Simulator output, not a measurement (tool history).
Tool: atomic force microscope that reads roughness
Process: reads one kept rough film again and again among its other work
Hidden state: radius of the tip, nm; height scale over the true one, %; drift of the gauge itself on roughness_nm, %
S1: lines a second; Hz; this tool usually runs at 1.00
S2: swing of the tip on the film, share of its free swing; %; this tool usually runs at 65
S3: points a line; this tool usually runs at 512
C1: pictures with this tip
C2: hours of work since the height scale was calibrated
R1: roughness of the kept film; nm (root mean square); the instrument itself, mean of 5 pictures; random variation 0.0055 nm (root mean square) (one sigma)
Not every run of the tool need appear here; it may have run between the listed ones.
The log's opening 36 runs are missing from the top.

run,hour,S1,S2,S3,C1,C2,R1
37,1986.2,0.92,80,818,82,1345,0.812
# hour 2003.4: new tip fitted
38,2052.7,1.00,65,653,42,1378,0.896
# hour 2114.6: new tip fitted
39,2129.9,1.00,65,653,13,1417,0.931
40,2194.0,1.00,65,653,68,1450,0.858
# hour 2224.7: new tip fitted
41,2233.1,0.67,88,338,7,1469,0.924
42,2283.2,1.58,76,438,50,1495,0.864
43,2330.0,0.95,77,512,91,1518,0.829
# hour 2335.3: new tip fitted
44,2376.9,1.00,66,936,36,1542,0.905
45,2411.9,1.00,61,898,66,1560,0.874
# hour 2448.4: new tip fitted
46,2463.2,1.35,84,981,13,1586,0.907
# hour 2509.5: height scale calibrated on a step standard
47,2510.1,1.35,84,981,53,0,0.830
# hour 2559.9: new tip fitted
48,2575.5,2.64,65,793,13,33,0.893
49,2643.5,0.69,72,828,72,68,0.841

Run 50 has not been measured yet. What should we expect?
# hour 2671.8: new tip fitted
50,2701.5,3.06,69,407,26,97,?

{"run 50": {"R1": 0.862}}
If the tool had no hidden condition, the same run with the same run-to-run variation would have returned R1 0.902 nm (root mean square).
